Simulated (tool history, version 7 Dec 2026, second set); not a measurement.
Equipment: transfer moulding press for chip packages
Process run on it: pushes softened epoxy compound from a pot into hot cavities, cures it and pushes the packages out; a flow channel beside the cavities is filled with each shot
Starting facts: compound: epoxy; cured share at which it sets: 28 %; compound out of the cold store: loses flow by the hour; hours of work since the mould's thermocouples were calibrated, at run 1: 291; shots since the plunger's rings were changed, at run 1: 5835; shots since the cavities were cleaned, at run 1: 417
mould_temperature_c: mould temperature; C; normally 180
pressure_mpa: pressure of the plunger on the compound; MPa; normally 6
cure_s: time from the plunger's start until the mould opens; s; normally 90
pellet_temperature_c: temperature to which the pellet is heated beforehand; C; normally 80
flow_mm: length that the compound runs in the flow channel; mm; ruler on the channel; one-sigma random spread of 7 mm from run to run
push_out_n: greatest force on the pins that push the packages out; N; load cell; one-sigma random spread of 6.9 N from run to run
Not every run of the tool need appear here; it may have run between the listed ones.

| run | day | mould_temperature_c | pressure_mpa | cure_s | pellet_temperature_c | hours of work since the mould's thermocouples were calibrated | shots since the plunger's rings were changed | shots since the cavities were cleaned | incoming compound's hours out of the cold store | flow_mm | push_out_n |
|---|---|---|---|---|---|---|---|---|---|---|---|
| 1 | 0 | 180 | 6 | 90 | 80 | 291 | 5835 | 417 | 39 | 683 | 431 |
| 2 | 1.454 | 180 | 6 | 90 | 80 | 309 | 6215 | 797 | 28.4 | 718 | 525 |
|  | 1.871 | plunger's sealing rings changed |
|  | 2.812 | cavities cleaned with cleaning compound and waxed |
| 3 | 3.708 | 180 | 6 | 90 | 80 | 335 | 463 | 234 | 15.5 | 830 | 398 |
| 4 | 5.408 | 180 | 5.14 | 90 | 80 | 356 | 906 | 677 | 44.1 | 682 | 474 |
| 5 | 6.854 | 180 | 5.14 | 90 | 80 | 374 | 1283 | 1054 | 37 | 690 | 512 |
|  | 7.05 | cavities cleaned with cleaning compound and waxed |
| 6 | 8.617 | 180 | 6 | 90 | 74 | 395 | 1725 | 408 | 26.2 | 778 | 430 |
| 7 | 10.496 | 180 | 6 | 90 | 74 | 418 | 2216 | 899 | 45.9 | 706 | 493 |
|  | 11.346 | cavities cleaned with cleaning compound and waxed |
| 8 | 12.492 | 180 | 6 | 86 | 80 | 442 | 2719 | 299 | 13.9 | 817 | 445 |
| 9 | 14.754 | 180 | 6 | 86 | 80 | 471 | 3309 | 889 | 36.7 | 717 | 533 |
|  | 15.633 | cavities cleaned with cleaning compound and waxed |
| 10 | 16.346 | 180 | 6 | 90 | 80 | 490 | 3707 | 185 | 33.7 | 721 | 358 |
| 11 | 18.612 | 180 | 6 | 90 | 80 | 518 | 4299 | 777 | 22.9 | 752 | 484 |
|  | 19.879 | cavities cleaned with cleaning compound and waxed |
| 12 | 20.242 | 180 | 6 | 90 | 80 | 537 | 4707 | 95 | 42.7 | 681 | 337 |
| 13 | 21.604 | 180 | 6 | 90 | 80 | 554 | 5062 | 450 | 30.4 | 720 | 447 |
| 14 | 23.4 | 180 | 6 | 90 | 80 | 577 | 5530 | 918 | 16.3 | 748 | 517 |
|  | 24.192 | cavities cleaned with cleaning compound and waxed |
| 15 | 25.596 | 184 | 4.77 | 83 | 73 | 603 | 6086 | 366 | 35.7 | 608 | 397 |
|  | 26.496 | plunger's sealing rings changed |
| 16 | 26.921 | 177 | 5.96 | 108 | 84 | 618 | 110 | 684 | 46.3 | 741 | 435 |
|  | 28.712 | cavities cleaned with cleaning compound and waxed |
| 17 | 28.738 | 173 | 6 | 90 | 80 | 640 | 568 | 7 | 46.7 | 750 | 477 |
| 18 | 29.792 | 173 | 6 | 90 | 80 | 653 | 843 | 282 | 26.9 | 828 | 677 |
| 19 | 31.783 | 173 | 6 | 90 | 80 | 678 | 1362 | 801 | 47.6 | 720 | 741 |
|  | 33.017 | cavities cleaned with cleaning compound and waxed |
| 20 | 33.562 | 181 | 5.63 | 90 | 80 | 700 | 1809 | 143 | 22.7 | 770 | 346 |
| 21 | 34.871 | 179 | 6 | 90 | 75 | 716 | 2150 | 484 | 42.4 | 728 | 463 |
| 22 | 36.762 | 176 | 6.09 | 95 | 90 | 739 | 2643 | 977 | 28 | 784 | 602 |
|  | 37.296 | cavities cleaned with cleaning compound and waxed |
| 23 | 38.15 | 176 | 6.09 | 95 | 90 | 756 | 2988 | 222 | 18.5 | 803 | 465 |
| 24 | 39.917 | 181 | 6 | 71 | 75 | 778 | 3448 | 682 | 27.2 | 753 | 795 |
|  | 41.6 | cavities cleaned with cleaning compound and waxed |
| 25 | 41.696 | 181 | 6 | 71 | 75 | 799 | 3896 | 25 | 10.1 | 797 | 552 |
| 26 | 42.962 | 180 | 6 | 120 | 80 | 815 | 4226 | 355 | 43.3 | 704 | 349 |
| 27 | 44.396 | 173 | 7.08 | 92 | 87 | 833 | 4599 | 728 | 10.6 | 894 | 837 |

Measured less the same run without the tool's hidden state. The same run-to-run variation is in both; the gauge's scatter may not be:
Unlogged tool condition in this case: true mould temperature over the reading, C; pressure that reaches the compound, % of what is set; grip of the stained cavities, % over clean ones'; drift of the gauge itself on flow_mm, %; drift of the gauge itself on push_out_n, %.
| run | flow_mm | push_out_n |
|---|---|---|
| 1 | -76 | +156 |
| 2 | -86 | +228 |
| 3 | -5 | +103 |
| 4 | -10 | +190 |
| 5 | -15 | +230 |
| 6 | -23 | +144 |
| 7 | -26 | +217 |
| 8 | -38 | +141 |
| 9 | -41 | +239 |
| 10 | -48 | +84 |
| 11 | -59 | +210 |
| 12 | -58 | +65 |
| 13 | -68 | +163 |
| 14 | -77 | +236 |
| 15 | -70 | +130 |
| 16 | +2 | +179 |
| 17 | -3 | +57 |
| 18 | -7 | +239 |
| 19 | -12 | +351 |
| 20 | -19 | +74 |
| 21 | -23 | +183 |
| 22 | -33 | +289 |
| 23 | -38 | +145 |
| 24 | -43 | +371 |
| 25 | -53 | +98 |
| 26 | -51 | +109 |
| 27 | -71 | +404 |
